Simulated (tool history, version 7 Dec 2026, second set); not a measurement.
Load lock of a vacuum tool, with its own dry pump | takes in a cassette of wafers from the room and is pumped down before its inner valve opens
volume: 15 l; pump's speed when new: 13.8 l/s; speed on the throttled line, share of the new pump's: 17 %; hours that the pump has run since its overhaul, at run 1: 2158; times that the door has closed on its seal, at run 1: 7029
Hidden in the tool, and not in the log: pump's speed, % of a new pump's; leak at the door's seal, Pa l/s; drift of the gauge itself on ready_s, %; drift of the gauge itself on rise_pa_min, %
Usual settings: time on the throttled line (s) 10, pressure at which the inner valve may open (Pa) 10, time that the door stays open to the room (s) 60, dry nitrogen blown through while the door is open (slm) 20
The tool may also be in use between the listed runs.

| run | hour | time on the throttled line (s) | pressure at which the inner valve may open (Pa) | time that the door stays open to the room (s) | dry nitrogen blown through while the door is open (slm) | hours that the pump has run since its overhaul | times that the door has closed on its seal | incoming humidity of the room's air, % | time from the closed door until the inner valve may open (s) | rise of the pressure with all valves shut (Pa/min) |
|---|---|---|---|---|---|---|---|---|---|---|
| 1 | 0 | 10 | 10 | 60 | 20 | 2158 | 7029 | 44.8 | 18.5 | 0.123 |
| 2 | 113.5 | 10 | 11 | 60 | 20 | 2271 | 7374 | 43.1 | 18.4 | 0.127 |
| 3 | 167.3 | 10 | 11 | 60 | 20 | 2325 | 7537 | 43.8 | 18.7 | 0.126 |
| 4 | 279.4 | 10 | 11 | 60 | 20 | 2437 | 7878 | 42.8 | 18 | 0.137 |
| 5 | 392.4 | 10 | 11 | 60 | 20 | 2550 | 8222 | 43.6 | 18.6 | 0.141 |
| 6 | 443.2 | 10 | 11 | 60 | 20 | 2601 | 8377 | 44.4 | 18.6 | 0.136 |
| 7 | 513.2 | 10 | 11 | 60 | 20 | 2671 | 8590 | 42.3 | 18.4 | 0.146 |
| 8 | 586.2 | 10 | 10 | 60 | 36 | 2744 | 8811 | 44.6 | 18.7 | 0.142 |
| 9 | 637.8 | 10 | 10 | 60 | 36 | 2796 | 8968 | 44.4 | 18.5 | 0.147 |
| 10 | 687.5 | 10 | 10 | 60 | 20 | 2845 | 9120 | 43.2 | 18.5 | 0.153 |
| 11 | 771.7 | 10 | 10 | 60 | 20 | 2929 | 9376 | 46.8 | 18.8 | 0.161 |
| 12 | 879.4 | 10 | 10 | 60 | 39 | 3037 | 9703 | 46.3 | 18.4 | 0.16 |
| 13 | 956.6 | 10 | 10 | 60 | 39 | 3114 | 9938 | 44.8 | 18.6 | 0.163 |
| 14 | 1037.3 | 10 | 10 | 60 | 39 | 3195 | 10183 | 43.7 | 18.6 | 0.165 |
| 15 | 1108.2 | 10 | 10 | 60 | 39 | 3266 | 10399 | 44.2 | 18.8 | 0.172 |
| 16 | 1190.5 | 10 | 10 | 60 | 39 | 3348 | 10649 | 45.5 | 18.5 | 0.166 |
| 17 | 1256.3 | 6 | 10 | 60 | 20 | 3414 | 10849 | 43.8 | 15.5 | 0.187 |
| 18 | 1305.1 | 6 | 10 | 60 | 20 | 3463 | 10998 | 46.2 | 15.4 | 0.193 |
| 19 | 1396.1 | 10 | 10 | 60 | 11 | 3554 | 11275 | 43.7 | 19 | 0.204 |
| 20 | 1488.4 | 10 | 10 | 60 | 11 | 3646 | 11555 | 43.8 | 18.8 | 0.211 |
| 21 | 1542.1 | 10 | 10 | 29 | 20 | 3700 | 11718 | 45.3 | 18.5 | 0.193 |
| 22 | 1657.5 | 10 | 10 | 29 | 20 | 3815 | 12069 | 44.5 | 18.7 | 0.202 |
| 23 | 1770.3 | 10 | 10 | 29 | 20 | 3928 | 12412 | 45.7 | 18.7 | 0.212 |
| 24 | 1843.8 | 10 | 10 | 29 | 20 | 4002 | 12636 | 44.4 | 18.6 | 0.222 |
| 25 | 1899.9 | 10 | 10 | 29 | 20 | 4058 | 12807 | 45.6 | 18.7 | 0.218 |
| 26 | 1984.1 | 10 | 10 | 109 | 4 | 4142 | 13063 | 44.8 | 18.7 | 0.295 |
| 27 | 2036 | 10 | 10 | 109 | 4 | 4194 | 13221 | 43.1 | 19.1 | 0.294 |
| 28 | 2104 | 15 | 19 | 60 | 20 | 4262 | 13427 | 48.3 | 22.2 | 0.245 |
| 29 | 2179 | 10 | 10 | 36 | 7 | 4337 | 13656 | 45.5 | 18.8 | 0.26 |
| 30 | 2292 | 10 | 10 | 36 | 7 | 4450 | 13999 | 48.9 | 18.7 | 0.264 |
| 31 | 2380.6 | 10 | 10 | 94 | 35 | 4538 | 14269 | 47.4 | 18.8 | 0.261 |
| 32 | 2488.2 | 6 | 19 | 60 | 20 | 4646 | 14596 | 45 | 14.9 | 0.27 |
| 33 | 2545.5 | 6 | 19 | 60 | 20 | 4703 | 14770 | 45.7 | 14.7 | 0.278 |
| 34 | 2639.9 | 6 | 19 | 60 | 20 | 4798 | 15057 | 40.8 | 14.9 | 0.281 |
| 35 | 2719.9 | 16 | 18 | 110 | 20 | 4878 | 15301 | 45.6 | 23 | 0.295 |
| 36 | 2786.8 | 10 | 10 | 175 | 20 | 4944 | 15504 | 43.7 | 18.9 | 0.309 |
| 37 | 2880.2 | 10 | 10 | 175 | 7 | 5038 | 15788 | 47.1 | 18.9 | 0.365 |

The same runs without the tool's hidden state, with the same run-to-run variation:
| run | time from the closed door until the inner valve may open (s) | rise of the pressure with all valves shut (Pa/min) |
|---|---|---|
| 1 | 18.3 | 0.037 |
| 2 | 18.3 | 0.037 |
| 3 | 18.5 | 0.034 |
| 4 | 17.8 | 0.039 |
| 5 | 18.4 | 0.036 |
| 6 | 18.3 | 0.031 |
| 7 | 18.2 | 0.035 |
| 8 | 18.5 | 0.028 |
| 9 | 18.3 | 0.029 |
| 10 | 18.3 | 0.035 |
| 11 | 18.6 | 0.036 |
| 12 | 18.2 | 0.031 |
| 13 | 18.3 | 0.028 |
| 14 | 18.4 | 0.027 |
| 15 | 18.5 | 0.031 |
| 16 | 18.2 | 0.017 |
| 17 | 15.1 | 0.036 |
| 18 | 15 | 0.039 |
| 19 | 18.7 | 0.044 |
| 20 | 18.5 | 0.046 |
| 21 | 18.2 | 0.025 |
| 22 | 18.4 | 0.028 |
| 23 | 18.3 | 0.026 |
| 24 | 18.2 | 0.034 |
| 25 | 18.3 | 0.029 |
| 26 | 18.3 | 0.098 |
| 27 | 18.8 | 0.093 |
| 28 | 21.9 | 0.039 |
| 29 | 18.4 | 0.044 |
| 30 | 18.3 | 0.048 |
| 31 | 18.4 | 0.036 |
| 32 | 14.4 | 0.037 |
| 33 | 14.3 | 0.042 |
| 34 | 14.5 | 0.034 |
| 35 | 22.6 | 0.045 |
| 36 | 18.5 | 0.059 |
| 37 | 18.4 | 0.106 |
